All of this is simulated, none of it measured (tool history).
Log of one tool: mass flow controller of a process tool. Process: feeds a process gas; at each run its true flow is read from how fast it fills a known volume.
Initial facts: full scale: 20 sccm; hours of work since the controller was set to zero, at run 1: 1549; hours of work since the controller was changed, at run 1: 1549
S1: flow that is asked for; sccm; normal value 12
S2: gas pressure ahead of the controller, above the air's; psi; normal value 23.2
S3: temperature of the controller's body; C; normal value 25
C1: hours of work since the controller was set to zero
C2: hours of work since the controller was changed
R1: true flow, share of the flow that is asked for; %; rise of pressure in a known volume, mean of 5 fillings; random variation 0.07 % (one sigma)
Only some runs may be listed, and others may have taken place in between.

run,hour,S1,S2,S3,C1,C2,R1
1,0.0,12,23.2,25,1549,1549,98.92
2,273.4,12,23.2,25,1708,1708,98.84
3,706.3,10,23.2,25,1960,1960,98.49
4,927.2,10,23.2,21,2089,2089,98.36
5,1218.0,10,23.2,21,2258,2258,98.18
6,1522.0,10,23.2,21,2434,2434,98.37
7,1765.8,12,23.2,24,2576,2576,98.73
8,2038.4,12,23.2,24,2735,2735,98.81
9,2536.4,12,23.2,25,3024,3024,98.92
10,3029.9,17,23.2,25,3311,3311,99.62
11,3415.1,12,23.2,38,3535,3535,99.73
12,3701.3,12,23.2,25,3702,3702,98.85
13,4116.6,12,21.5,25,3943,3943,98.94
14,4508.4,12,21.5,25,4171,4171,98.99
15,4911.9,12,21.5,26,4406,4406,98.93
16,5399.5,12,21.5,26,4689,4689,98.94
17,5844.9,4,21.5,26,4948,4948,97.76
18,6252.0,4,21.5,26,5185,5185,97.75
19,6515.7,5,25.7,24,5338,5338,97.80
# hour 6540.6: controller's zero set anew
20,6981.6,2,30.3,23,256,5609,97.19
21,7261.3,2,30.3,23,419,5771,97.31
22,7630.6,16,27.0,31,634,5986,99.92
23,7967.6,8,36.0,36,830,6182,98.98
24,8311.4,8,23.6,22,1030,6382,98.16
25,8721.0,4,22.2,34,1268,6620,98.41
26,9208.3,4,22.2,34,1551,6903,98.25
27,9638.9,7,23.2,25,1802,7154,98.25
28,10169.7,7,23.2,25,2110,7462,98.13
29,10675.2,10,36.5,25,2404,7756,98.58
30,10938.5,10,36.5,25,2557,7909,98.58
31,11419.1,10,36.5,25,2837,8189,98.39
32,11868.1,10,36.5,25,3098,8450,98.46
33,12116.7,10,36.5,25,3242,8595,98.46
34,12604.2,4,36.1,26,3526,8878,97.62
35,13083.3,4,36.1,26,3804,9157,97.68
36,13521.4,4,36.1,26,4059,9411,97.67

Here are 3 independent what-if runs from the current tool condition. What would each one return?
A,13787.2,12,23.2,25,4214,9566,?
B,13787.2,5,39.5,34,4214,9566,?
C,13787.2,12,23.2,35,4214,9566,?

run,R1
A,98.93
B,98.37
C,99.59
With the hidden condition removed and each run's random variation left untouched, the same runs would have given:
run,R1
A,98.91
B,98.36
C,99.57
